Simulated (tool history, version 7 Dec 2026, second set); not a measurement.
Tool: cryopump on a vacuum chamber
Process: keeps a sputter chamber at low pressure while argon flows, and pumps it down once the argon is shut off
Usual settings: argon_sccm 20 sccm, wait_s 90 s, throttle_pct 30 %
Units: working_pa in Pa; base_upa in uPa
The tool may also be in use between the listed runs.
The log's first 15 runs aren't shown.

run	hour	argon_sccm	wait_s	throttle_pct	working_pa	base_upa
16	748.4	34	90	30	0.151	2.46
17	799.7	34	90	30	0.1516	2.46
18	849.4	12	71	32	0.0505	2.8
19	899.1	13	90	31	0.0575	2.7
20	962.3	13	270	31	0.0577	2.34
21	1008.6	20	90	23	0.1186	2.8
22	1072.1	20	156	23	0.119	2.62
23	1104.1	20	156	23	0.1182	2.69
24	1165.1	20	286	23	0.1196	2.61
25	1192.8	16	23	20	0.1098	4.81
26	1242.7	16	62	22	0.1	3.43
27	1305.7	30	62	42	0.1058	3.53
28	1367.6	17	185	32	0.0772	2.99
29	1401.1	40	23	32	0.1822	5.17
30	1453	40	23	32	0.1843	5.21
31	1487.8	40	38	38	0.1602	4.45
32	1535.8	11	90	19	0.0836	3.65
33	1573.9	11	90	19	0.0826	3.82

4 ways to go on from here, each from the tool as it stands after run 33. What would each give?
# hour 1613.4: pump warmed up, emptied and cooled again
A	1621.7	16	90	28	?	?
# hour 1613.4: pump warmed up, emptied and cooled again
B	1621.7	38	90	34	?	?
# hour 1613.4: pump warmed up, emptied and cooled again
C	1621.7	18	41	43	?	?
# hour 1613.4: pump warmed up, emptied and cooled again
D	1621.7	18	80	24	?	?

run	working_pa	base_upa
A	0.0757	2.72
B	0.1486	2.76
C	0.0556	3.48
D	0.0988	2.84
Without the tool's hidden state the same runs would have given:
run	working_pa	base_upa
A	0.075	0.79
B	0.1471	0.79
C	0.0549	1.52
D	0.0981	0.92
